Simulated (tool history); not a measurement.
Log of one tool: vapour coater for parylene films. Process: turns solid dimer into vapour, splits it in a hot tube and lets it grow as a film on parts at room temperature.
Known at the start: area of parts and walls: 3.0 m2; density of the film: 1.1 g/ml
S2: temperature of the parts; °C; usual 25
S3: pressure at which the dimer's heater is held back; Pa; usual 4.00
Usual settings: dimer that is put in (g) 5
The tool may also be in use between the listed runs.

Run 1, hour 0.0: usual settings. Result: thickness of the film (um) 0.744.
Run 2, hour 9.2: usual settings but dimer that is put in (g) 7. Result: thickness of the film (um) 1.045.
Run 3, hour 22.5: usual settings but dimer that is put in (g) 7. Result: thickness of the film (um) 1.056.
Run 4, hour 38.7: usual settings but dimer that is put in (g) 7. Result: thickness of the film (um) 1.048.
Run 5, hour 54.4: usual settings but dimer that is put in (g) 7. Result: thickness of the film (um) 1.056.
Run 6, hour 63.1: usual settings but dimer that is put in (g) 7. Result: thickness of the film (um) 1.050.
Run 7, hour 77.3: usual settings. Result: thickness of the film (um) 0.749.
Run 8, hour 91.6: usual settings but dimer that is put in (g) 3. Result: thickness of the film (um) 0.457.
Run 9, hour 100.6: usual settings but dimer that is put in (g) 3. Result: thickness of the film (um) 0.433.
Run 10, hour 109.7: usual settings but dimer that is put in (g) 3. Result: thickness of the film (um) 0.449.
Run 11, hour 120.8: usual settings. Result: thickness of the film (um) 0.719.
Run 12, hour 135.5: usual settings but S2 19 °C. Result: thickness of the film (um) 0.847.
Run 13, hour 142.7: usual settings but dimer that is put in (g) 7. Result: thickness of the film (um) 1.042.
Run 14, hour 155.5: usual settings but dimer that is put in (g) 2, S2 34 °C, S3 2.72 Pa. Result: thickness of the film (um) 0.265.
At hour 162.0: trap's valve overhauled.
Run 15, hour 172.6: usual settings but dimer that is put in (g) 2. Result: thickness of the film (um) 0.331.
Run 16, hour 187.1: usual settings but S2 21 °C. Result: thickness of the film (um) 0.885.
Run 17, hour 201.4: usual settings but S2 19 °C. Result: thickness of the film (um) 0.910.
Run 18, hour 212.0: usual settings but S2 24 °C, S3 10.39 Pa. Result: thickness of the film (um) 0.698.
Run 19, hour 228.6: usual settings but S2 27 °C, S3 2.60 Pa. Result: thickness of the film (um) 0.825.
Run 20, hour 242.8: usual settings but S2 27 °C, S3 2.60 Pa. Result: thickness of the film (um) 0.830.
Run 21, hour 258.9: usual settings but S2 27 °C, S3 2.60 Pa. Result: thickness of the film (um) 0.814.
Run 22, hour 267.6: usual settings but S2 27 °C, S3 2.60 Pa. Result: thickness of the film (um) 0.816.
Run 23, hour 279.3: usual settings but dimer that is put in (g) 7, S2 28 °C, S3 7.93 Pa. Result: thickness of the film (um) 0.932.

Forecast run 24:
Run 24, hour 291.3: usual settings but dimer that is put in (g) 8, S2 36 °C, S3 2.90 Pa. Result: thickness of the film (um) ?.

Run 24 gave thickness of the film (um) 1.057.
Without the tool's hidden state the same run would have given thickness of the film (um) 1.075.

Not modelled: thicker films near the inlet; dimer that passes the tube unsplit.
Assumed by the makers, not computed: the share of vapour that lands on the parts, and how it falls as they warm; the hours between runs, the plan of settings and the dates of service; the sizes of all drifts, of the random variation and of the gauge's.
